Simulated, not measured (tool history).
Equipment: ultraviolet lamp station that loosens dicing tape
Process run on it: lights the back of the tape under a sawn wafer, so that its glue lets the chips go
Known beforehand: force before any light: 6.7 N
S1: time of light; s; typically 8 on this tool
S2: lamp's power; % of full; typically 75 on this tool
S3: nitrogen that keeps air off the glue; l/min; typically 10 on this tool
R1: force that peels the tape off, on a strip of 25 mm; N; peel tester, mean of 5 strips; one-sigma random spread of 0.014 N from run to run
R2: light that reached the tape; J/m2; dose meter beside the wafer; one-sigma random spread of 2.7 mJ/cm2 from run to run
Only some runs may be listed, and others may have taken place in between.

run,hour,S1,S2,S3,R1,R2
1,0,8,75,10,0.638,3480
2,64.8,8,75,10,0.637,3500
3,113.1,8,75,10,0.68,3480
4,166,8,75,18,0.434,3480
5,196.7,8,75,18,0.419,3500
6,240,8,70,10,0.742,3260
7,270.5,8,70,10,0.762,3290
8,324.2,8,75,10,0.643,3520
9,357.3,6,75,10,1.112,2640
10,410.3,6,75,10,1.102,2640
11,467.3,6,75,10,1.081,2600
12,508.3,8,75,10,0.658,3490
13,540.6,4,75,10,1.974,1760
14,567.8,8,75,10,0.62,3530
15,612.3,8,75,10,0.637,3470
# hour 643.6: window cleaned of glue's vapour
16,663.5,8,75,10,0.639,3460
17,713.2,8,75,10,0.665,3510
18,774.3,8,75,10,0.618,3470
19,835.4,8,75,10,0.669,3530
20,879.4,8,75,10,0.633,3500
21,940.8,8,75,10,0.644,3510
22,1005.7,8,64,17,0.618,3020
23,1055.8,8,64,15,0.699,2950
24,1109.5,8,64,15,0.639,2980
25,1140.1,5,62,13,1.61,1800
26,1192.5,5,62,13,1.656,1820
27,1238.5,5,62,13,1.637,1810
28,1303.6,4,95,9,1.483,2200
29,1368.1,13,95,9,0.194,7230
30,1435.5,12,82,9,0.258,5740
31,1463.8,8,89,10,0.477,4170
32,1492,8,89,10,0.467,4180
33,1558.2,8,89,10,0.465,4200
34,1613.8,6,65,3,2.581,2240
35,1651.9,6,65,3,2.583,2230
36,1708,16,75,7,0.221,6950
37,1737.8,10,61,7,0.806,3530
38,1784.8,8,69,10,0.769,3160
39,1840.6,8,61,10,0.95,2850
40,1879.3,8,67,10,0.81,3110
41,1917.2,8,61,4,1.672,2880
# hour 1922.8: window cleaned of glue's vapour
42,1961.9,8,61,4,1.691,2860

What if the next run were any one of these 5? Each begins from the tool's condition after run 42:
A,2014.5,12,61,5,?,?
B,2014.5,12,78,14,?,?
C,2014.5,8,72,4,?,?
D,2014.5,9,86,4,?,?
E,2014.5,8,97,10,?,?

run,R1,R2
A,0.736,4290
B,0.218,5510
C,1.404,3370
D,0.814,4520
E,0.376,4520
Without the tool's unlogged condition, the same runs would have read:
run,R1,R2
A,0.734,4300
B,0.217,5520
C,1.401,3370
D,0.812,4520
E,0.375,4520
